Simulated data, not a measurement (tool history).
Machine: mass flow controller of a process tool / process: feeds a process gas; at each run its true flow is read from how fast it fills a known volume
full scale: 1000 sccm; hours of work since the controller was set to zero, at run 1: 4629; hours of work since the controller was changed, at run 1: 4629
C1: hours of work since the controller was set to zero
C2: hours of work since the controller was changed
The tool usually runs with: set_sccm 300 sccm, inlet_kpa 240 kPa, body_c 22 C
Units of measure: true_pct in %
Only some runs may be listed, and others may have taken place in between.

{"run": 1, "hour": 0.0, "set_sccm": 300, "inlet_kpa": 240, "body_c": 22, "C1": 4629, "C2": 4629, "true_pct": 98.73}
{"run": 2, "hour": 442.3, "set_sccm": 300, "inlet_kpa": 240, "body_c": 22, "C1": 4864, "C2": 4864, "true_pct": 98.71}
{"run": 3, "hour": 923.1, "set_sccm": 300, "inlet_kpa": 240, "body_c": 22, "C1": 5118, "C2": 5118, "true_pct": 98.68}
{"run": 4, "hour": 1241.6, "set_sccm": 300, "inlet_kpa": 240, "body_c": 22, "C1": 5287, "C2": 5287, "true_pct": 98.72}
{"run": 5, "hour": 1459.9, "set_sccm": 300, "inlet_kpa": 240, "body_c": 22, "C1": 5403, "C2": 5403, "true_pct": 98.71}
{"run": 6, "hour": 1911.0, "set_sccm": 300, "inlet_kpa": 240, "body_c": 22, "C1": 5642, "C2": 5642, "true_pct": 98.63}
{"run": 7, "hour": 2416.6, "set_sccm": 300, "inlet_kpa": 240, "body_c": 22, "C1": 5910, "C2": 5910, "true_pct": 98.65}
{"run": 8, "hour": 2679.5, "set_sccm": 288, "inlet_kpa": 240, "body_c": 22, "C1": 6049, "C2": 6049, "true_pct": 98.51}
{"hour": 2826.7, "done": "controller's zero set anew"}
{"run": 9, "hour": 3145.5, "set_sccm": 300, "inlet_kpa": 273, "body_c": 22, "C1": 169, "C2": 6296, "true_pct": 100.13}
{"run": 10, "hour": 3526.7, "set_sccm": 300, "inlet_kpa": 273, "body_c": 22, "C1": 371, "C2": 6498, "true_pct": 100.13}
{"run": 11, "hour": 3880.3, "set_sccm": 300, "inlet_kpa": 273, "body_c": 22, "C1": 558, "C2": 6685, "true_pct": 100.14}
{"run": 12, "hour": 4369.8, "set_sccm": 302, "inlet_kpa": 165, "body_c": 21, "C1": 818, "C2": 6944, "true_pct": 99.9}
{"run": 13, "hour": 4671.6, "set_sccm": 585, "inlet_kpa": 165, "body_c": 36, "C1": 978, "C2": 7104, "true_pct": 101.35}
{"run": 14, "hour": 4916.4, "set_sccm": 858, "inlet_kpa": 220, "body_c": 30, "C1": 1107, "C2": 7234, "true_pct": 101.34}
{"run": 15, "hour": 5300.8, "set_sccm": 105, "inlet_kpa": 158, "body_c": 22, "C1": 1311, "C2": 7438, "true_pct": 98.86}
{"run": 16, "hour": 5628.9, "set_sccm": 597, "inlet_kpa": 143, "body_c": 22, "C1": 1485, "C2": 7611, "true_pct": 100.46}
{"run": 17, "hour": 6066.8, "set_sccm": 228, "inlet_kpa": 223, "body_c": 21, "C1": 1717, "C2": 7843, "true_pct": 99.62}
{"run": 18, "hour": 6295.9, "set_sccm": 228, "inlet_kpa": 223, "body_c": 21, "C1": 1838, "C2": 7965, "true_pct": 99.6}
{"run": 19, "hour": 6717.0, "set_sccm": 366, "inlet_kpa": 145, "body_c": 23, "C1": 2061, "C2": 8188, "true_pct": 100.07}
{"run": 20, "hour": 7186.2, "set_sccm": 520, "inlet_kpa": 234, "body_c": 28, "C1": 2310, "C2": 8437, "true_pct": 100.79}
{"run": 21, "hour": 7611.0, "set_sccm": 520, "inlet_kpa": 234, "body_c": 28, "C1": 2535, "C2": 8662, "true_pct": 100.84}

Alternative continuations, all from the tool just after run 21; predict every row:
{"run": "A", "hour": 7898.4, "set_sccm": 300, "inlet_kpa": 196, "body_c": 34, "C1": 2687, "C2": 8814, "true_pct": "?"}
{"run": "B", "hour": 7898.4, "set_sccm": 300, "inlet_kpa": 240, "body_c": 34, "C1": 2687, "C2": 8814, "true_pct": "?"}
{"run": "C", "hour": 7898.4, "set_sccm": 155, "inlet_kpa": 141, "body_c": 25, "C1": 2687, "C2": 8814, "true_pct": "?"}
{"run": "D", "hour": 7898.4, "set_sccm": 508, "inlet_kpa": 240, "body_c": 22, "C1": 2687, "C2": 8814, "true_pct": "?"}
{"run": "E", "hour": 7898.4, "set_sccm": 290, "inlet_kpa": 235, "body_c": 28, "C1": 2687, "C2": 8814, "true_pct": "?"}

run=A true_pct=100.61
run=B true_pct=100.66
run=C true_pct=99.03
run=D true_pct=100.51
run=E true_pct=100.19
Stripped of hidden state, with their random variation kept, the same runs would have yielded:
run=A true_pct=99.84
run=B true_pct=99.89
run=C true_pct=99.06
run=D true_pct=99.39
run=E true_pct=99.46
